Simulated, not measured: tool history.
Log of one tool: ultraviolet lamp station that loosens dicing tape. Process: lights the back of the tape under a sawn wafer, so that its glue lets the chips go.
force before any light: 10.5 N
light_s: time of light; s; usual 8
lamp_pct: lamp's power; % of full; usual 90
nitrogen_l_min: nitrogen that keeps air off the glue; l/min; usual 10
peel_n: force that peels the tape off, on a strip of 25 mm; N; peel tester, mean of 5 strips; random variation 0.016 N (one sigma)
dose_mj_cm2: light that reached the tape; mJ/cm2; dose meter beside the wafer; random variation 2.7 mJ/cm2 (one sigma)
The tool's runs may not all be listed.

Run 1, hour 0.0: usual settings. Result: peel_n 1.395 N, dose_mj_cm2 273 mJ/cm2.
Run 2, hour 41.9: usual settings. Result: peel_n 1.436 N, dose_mj_cm2 268 mJ/cm2.
Run 3, hour 114.3: usual settings. Result: peel_n 1.467 N, dose_mj_cm2 264 mJ/cm2.
Run 4, hour 198.0: usual settings. Result: peel_n 1.523 N, dose_mj_cm2 257 mJ/cm2.
Run 5, hour 252.7: usual settings. Result: peel_n 1.489 N, dose_mj_cm2 258 mJ/cm2.
Run 6, hour 314.0: usual settings. Result: peel_n 1.597 N, dose_mj_cm2 253 mJ/cm2.
Run 7, hour 391.8: usual settings. Result: peel_n 1.601 N, dose_mj_cm2 248 mJ/cm2.
Run 8, hour 427.9: usual settings but light_s 11 s. Result: peel_n 0.862 N, dose_mj_cm2 338 mJ/cm2.
Run 9, hour 488.6: usual settings but light_s 11 s. Result: peel_n 0.918 N, dose_mj_cm2 340 mJ/cm2.
At hour 493.0: lamp changed.
Run 10, hour 524.0: usual settings but light_s 7 s. Result: peel_n 1.185 N, dose_mj_cm2 298 mJ/cm2.
Run 11, hour 569.7: usual settings but light_s 7 s, lamp_pct 94 % of full. Result: peel_n 1.099 N, dose_mj_cm2 301 mJ/cm2.
At hour 577.2: window cleaned of glue's vapour.
Run 12, hour 628.2: usual settings but light_s 7 s, lamp_pct 94 % of full. Result: peel_n 1.197 N, dose_mj_cm2 302 mJ/cm2.
Run 13, hour 702.7: usual settings but light_s 7 s, lamp_pct 94 % of full. Result: peel_n 1.217 N, dose_mj_cm2 297 mJ/cm2.
Run 14, hour 745.1: usual settings but light_s 7 s, lamp_pct 94 % of full. Result: peel_n 1.240 N, dose_mj_cm2 292 mJ/cm2.
Run 15, hour 822.0: usual settings but light_s 14 s, lamp_pct 94 % of full. Result: peel_n 0.296 N, dose_mj_cm2 578 mJ/cm2.
Run 16, hour 873.1: usual settings but light_s 14 s, lamp_pct 94 % of full. Result: peel_n 0.294 N, dose_mj_cm2 569 mJ/cm2.
Run 17, hour 908.0: usual settings but lamp_pct 92 % of full. Result: peel_n 1.022 N, dose_mj_cm2 314 mJ/cm2.
Run 18, hour 947.8: usual settings but lamp_pct 63 % of full. Result: peel_n 2.039 N, dose_mj_cm2 214 mJ/cm2.
At hour 965.3: window cleaned of glue's vapour, once more.
Run 19, hour 1003.6: usual settings but lamp_pct 68 % of full. Result: peel_n 1.510 N, dose_mj_cm2 262 mJ/cm2.
Run 20, hour 1049.9: usual settings but lamp_pct 68 % of full. Result: peel_n 1.559 N, dose_mj_cm2 258 mJ/cm2.
Run 21, hour 1110.2: usual settings but lamp_pct 68 % of full. Result: peel_n 1.640 N, dose_mj_cm2 255 mJ/cm2.
Run 22, hour 1158.8: usual settings but light_s 9 s, lamp_pct 83 % of full, nitrogen_l_min 6 l/min. Result: peel_n 1.207 N, dose_mj_cm2 348 mJ/cm2.
Run 23, hour 1192.8: usual settings but lamp_pct 87 % of full. Result: peel_n 1.044 N, dose_mj_cm2 330 mJ/cm2.
Run 24, hour 1228.8: usual settings but light_s 5 s, nitrogen_l_min 19 l/min. Result: peel_n 1.803 N, dose_mj_cm2 205 mJ/cm2.
Run 25, hour 1270.1: usual settings but light_s 5 s, lamp_pct 85 % of full, nitrogen_l_min 3 l/min. Result: peel_n 3.781 N, dose_mj_cm2 194 mJ/cm2.
Run 26, hour 1343.5: usual settings but lamp_pct 94 % of full, nitrogen_l_min 3 l/min. Result: peel_n 1.833 N, dose_mj_cm2 340 mJ/cm2.
Run 27, hour 1397.1: usual settings but light_s 10 s, lamp_pct 65 % of full, nitrogen_l_min 4 l/min. Result: peel_n 2.088 N, dose_mj_cm2 289 mJ/cm2.
Run 28, hour 1467.1: usual settings but light_s 13 s, lamp_pct 66 % of full, nitrogen_l_min 6 l/min. Result: peel_n 1.015 N, dose_mj_cm2 370 mJ/cm2.
Run 29, hour 1550.0: usual settings but light_s 13 s, lamp_pct 66 % of full, nitrogen_l_min 6 l/min. Result: peel_n 1.003 N, dose_mj_cm2 370 mJ/cm2.
Run 30, hour 1618.4: usual settings but light_s 9 s. Result: peel_n 0.857 N, dose_mj_cm2 345 mJ/cm2.
Run 31, hour 1665.0: usual settings but light_s 9 s, nitrogen_l_min 3 l/min. Result: peel_n 1.821 N, dose_mj_cm2 338 mJ/cm2.
Run 32, hour 1730.3: usual settings but light_s 10 s, lamp_pct 85 % of full, nitrogen_l_min 3 l/min. Result: peel_n 1.695 N, dose_mj_cm2 356 mJ/cm2.
Run 33, hour 1787.7: usual settings but light_s 5 s. Result: peel_n 2.579 N, dose_mj_cm2 188 mJ/cm2.
Run 34, hour 1852.9: usual settings but nitrogen_l_min 5 l/min. Result: peel_n 1.776 N, dose_mj_cm2 295 mJ/cm2.
Run 35, hour 1903.3: usual settings but nitrogen_l_min 5 l/min. Result: peel_n 1.810 N, dose_mj_cm2 289 mJ/cm2.
Run 36, hour 1983.9: usual settings but nitrogen_l_min 5 l/min. Result: peel_n 1.866 N, dose_mj_cm2 286 mJ/cm2.
Run 37, hour 2033.4: usual settings but light_s 9 s, lamp_pct 96 % of full, nitrogen_l_min 17 l/min. Result: peel_n 0.726 N, dose_mj_cm2 336 mJ/cm2.
At hour 2043.9: window cleaned of glue's vapour.
Run 38, hour 2097.2: usual settings but light_s 9 s, lamp_pct 96 % of full, nitrogen_l_min 17 l/min. Result: peel_n 0.557 N, dose_mj_cm2 369 mJ/cm2.
Run 39, hour 2140.5: usual settings but light_s 13 s, lamp_pct 96 % of full, nitrogen_l_min 4 l/min. Result: peel_n 0.600 N, dose_mj_cm2 536 mJ/cm2.
Run 40, hour 2217.6: usual settings but light_s 13 s, lamp_pct 96 % of full, nitrogen_l_min 4 l/min. Result: peel_n 0.630 N, dose_mj_cm2 527 mJ/cm2.
Run 41, hour 2284.1: usual settings but light_s 13 s, lamp_pct 96 % of full, nitrogen_l_min 18 l/min. Result: peel_n 0.270 N, dose_mj_cm2 521 mJ/cm2.
Run 42, hour 2352.3: usual settings but light_s 10 s, lamp_pct 69 % of full, nitrogen_l_min 4 l/min. Result: peel_n 2.074 N, dose_mj_cm2 279 mJ/cm2.

3 ways to go on from here, each from the tool as it stands after run 42. What would each give?
Run A, hour 2400.4: usual settings but light_s 5 s, lamp_pct 82 % of full, nitrogen_l_min 3 l/min. Result: peel_n ?, dose_mj_cm2 ?.
Run B, hour 2400.4: usual settings but light_s 15 s, lamp_pct 68 % of full. Result: peel_n ?, dose_mj_cm2 ?.
Run C, hour 2400.4: usual settings but light_s 10 s, lamp_pct 81 % of full, nitrogen_l_min 4 l/min. Result: peel_n ?, dose_mj_cm2 ?.

run  peel_n  dose_mj_cm2
  A   4.372          172
  B   0.590          418
  C   1.682          332
Without the tool's hidden state the same runs would have given:
run  peel_n  dose_mj_cm2
  A   3.525          213
  B   0.364          522
  C   1.101          415
